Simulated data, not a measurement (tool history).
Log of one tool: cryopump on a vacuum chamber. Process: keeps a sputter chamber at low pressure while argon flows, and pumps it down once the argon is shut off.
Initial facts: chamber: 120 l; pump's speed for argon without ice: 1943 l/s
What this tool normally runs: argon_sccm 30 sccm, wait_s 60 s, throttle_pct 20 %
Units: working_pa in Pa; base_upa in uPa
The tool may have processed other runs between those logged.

run 1 day=0 | argon_sccm=30 wait_s=60 throttle_pct=20 | working_pa=0.1352 base_upa=2.66
run 2 day=2.029 | argon_sccm=30 wait_s=60 throttle_pct=20 | working_pa=0.1343 base_upa=2.76
-- day=2.696 pump warmed up, emptied and cooled again
run 3 day=3.662 | argon_sccm=30 wait_s=60 throttle_pct=20 | working_pa=0.1313 base_upa=2.44
run 4 day=5.367 | argon_sccm=18 wait_s=60 throttle_pct=20 | working_pa=0.0781 base_upa=2.39
run 5 day=7.429 | argon_sccm=18 wait_s=60 throttle_pct=20 | working_pa=0.0799 base_upa=2.42
run 6 day=9.875 | argon_sccm=18 wait_s=60 throttle_pct=20 | working_pa=0.0798 base_upa=2.46
run 7 day=10.958 | argon_sccm=18 wait_s=60 throttle_pct=20 | working_pa=0.0787 base_upa=2.55
-- day=11.533 leaking fittings of the chamber tightened, without venting
run 8 day=12.712 | argon_sccm=18 wait_s=60 throttle_pct=20 | working_pa=0.0796 base_upa=0.94
run 9 day=13.942 | argon_sccm=18 wait_s=60 throttle_pct=20 | working_pa=0.08 base_upa=1.04
run 10 day=15.921 | argon_sccm=30 wait_s=60 throttle_pct=16 | working_pa=0.165 base_upa=1.06
run 11 day=18.429 | argon_sccm=30 wait_s=60 throttle_pct=16 | working_pa=0.166 base_upa=1.03
run 12 day=20.388 | argon_sccm=30 wait_s=23 throttle_pct=16 | working_pa=0.164 base_upa=2.38
run 13 day=21.667 | argon_sccm=30 wait_s=60 throttle_pct=20 | working_pa=0.1343 base_upa=1.02
run 14 day=24.033 | argon_sccm=30 wait_s=25 throttle_pct=20 | working_pa=0.1337 base_upa=2.22
run 15 day=26.196 | argon_sccm=30 wait_s=25 throttle_pct=20 | working_pa=0.1339 base_upa=2.26
run 16 day=28.654 | argon_sccm=30 wait_s=25 throttle_pct=20 | working_pa=0.1346 base_upa=2.18
run 17 day=29.792 | argon_sccm=30 wait_s=25 throttle_pct=20 | working_pa=0.1332 base_upa=2.29
run 18 day=31.612 | argon_sccm=30 wait_s=25 throttle_pct=20 | working_pa=0.1343 base_upa=2.29
run 19 day=34.125 | argon_sccm=30 wait_s=25 throttle_pct=20 | working_pa=0.1348 base_upa=2.24
run 20 day=35.788 | argon_sccm=30 wait_s=28 throttle_pct=58 | working_pa=0.0485 base_upa=2.04
run 21 day=38.071 | argon_sccm=31 wait_s=96 throttle_pct=20 | working_pa=0.1393 base_upa=0.91
run 22 day=39.6 | argon_sccm=27 wait_s=27 throttle_pct=20 | working_pa=0.1225 base_upa=2.1
run 23 day=42.071 | argon_sccm=27 wait_s=27 throttle_pct=20 | working_pa=0.1225 base_upa=2.13
-- day=44.396 pump warmed up, emptied and cooled again
run 24 day=44.625 | argon_sccm=14 wait_s=90 throttle_pct=32 | working_pa=0.0383 base_upa=0.87
run 25 day=47.15 | argon_sccm=14 wait_s=90 throttle_pct=32 | working_pa=0.0384 base_upa=0.9
run 26 day=49.562 | argon_sccm=20 wait_s=150 throttle_pct=19 | working_pa=0.0919 base_upa=0.74
run 27 day=51.996 | argon_sccm=26 wait_s=150 throttle_pct=19 | working_pa=0.1203 base_upa=0.74
run 28 day=54.367 | argon_sccm=19 wait_s=220 throttle_pct=16 | working_pa=0.1052 base_upa=0.65
run 29 day=56.379 | argon_sccm=19 wait_s=220 throttle_pct=16 | working_pa=0.1039 base_upa=0.66

For run 30, what comes out?
run 30 day=58.85 | argon_sccm=38 wait_s=42 throttle_pct=22 | working_pa=? base_upa=?

working_pa: 0.1532 Pa
base_upa: 1.58 uPa
With the hidden condition absent and the run-to-run variation left alone, this run would have shown working_pa 0.1505 Pa, base_upa 1.29 uPa.

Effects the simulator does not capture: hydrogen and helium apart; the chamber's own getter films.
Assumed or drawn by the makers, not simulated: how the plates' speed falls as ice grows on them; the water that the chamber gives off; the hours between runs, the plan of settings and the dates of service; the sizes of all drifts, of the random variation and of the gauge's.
